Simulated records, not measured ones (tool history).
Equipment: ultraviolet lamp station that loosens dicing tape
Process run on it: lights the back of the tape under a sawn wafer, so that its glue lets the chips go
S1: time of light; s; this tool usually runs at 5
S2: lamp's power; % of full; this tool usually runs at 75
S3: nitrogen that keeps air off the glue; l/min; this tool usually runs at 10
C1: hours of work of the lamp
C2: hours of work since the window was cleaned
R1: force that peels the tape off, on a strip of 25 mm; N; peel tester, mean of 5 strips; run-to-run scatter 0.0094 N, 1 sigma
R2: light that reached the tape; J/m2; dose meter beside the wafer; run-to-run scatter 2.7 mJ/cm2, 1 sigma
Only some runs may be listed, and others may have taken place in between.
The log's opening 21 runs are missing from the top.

run 22 hour=810.2 | S1=8 S2=77 S3=11 | C1=1246 C2=172 | R1=0.121 R2=6010
run 23 hour=866.1 | S1=8 S2=77 S3=11 | C1=1269 C2=196 | R1=0.135 R2=5960
run 24 hour=889.7 | S1=8 S2=77 S3=11 | C1=1279 C2=206 | R1=0.139 R2=5970
run 25 hour=939.1 | S1=4 S2=75 S3=8 | C1=1300 C2=227 | R1=0.639 R2=2930
run 26 hour=970 | S1=2 S2=67 S3=11 | C1=1313 C2=240 | R1=1.372 R2=1320
run 27 hour=1007.7 | S1=3 S2=93 S3=11 | C1=1329 C2=256 | R1=0.636 R2=2730
run 28 hour=1045.5 | S1=3 S2=93 S3=11 | C1=1345 C2=272 | R1=0.617 R2=2720
run 29 hour=1089.4 | S1=3 S2=93 S3=4 | C1=1364 C2=290 | R1=1.034 R2=2710
run 30 hour=1119.2 | S1=3 S2=93 S3=7 | C1=1377 C2=303 | R1=0.785 R2=2760
run 31 hour=1170.4 | S1=3 S2=93 S3=7 | C1=1398 C2=325 | R1=0.785 R2=2730
run 32 hour=1220.3 | S1=6 S2=93 S3=4 | C1=1420 C2=346 | R1=0.383 R2=5360
run 33 hour=1269.2 | S1=6 S2=66 S3=6 | C1=1440 C2=367 | R1=0.506 R2=3820

Forecast each of these 4 alternatives for the next run:
run A hour=1314.6 | S1=5 S2=64 S3=7 | C1=1459 C2=386 | R1=? R2=?
run B hour=1314.6 | S1=3 S2=69 S3=9 | C1=1459 C2=386 | R1=? R2=?
run C hour=1314.6 | S1=9 S2=66 S3=13 | C1=1459 C2=386 | R1=? R2=?
run D hour=1314.6 | S1=3 S2=66 S3=18 | C1=1459 C2=386 | R1=? R2=?

run=A R1=0.637 R2=3160
run=B R1=1.025 R2=2010
run=C R1=0.129 R2=5830
run=D R1=0.784 R2=1950
What these runs would have given with no unlogged condition in the tool:
run=A R1=0.632 R2=3180
run=B R1=1.019 R2=2020
run=C R1=0.128 R2=5860
run=D R1=0.779 R2=1960
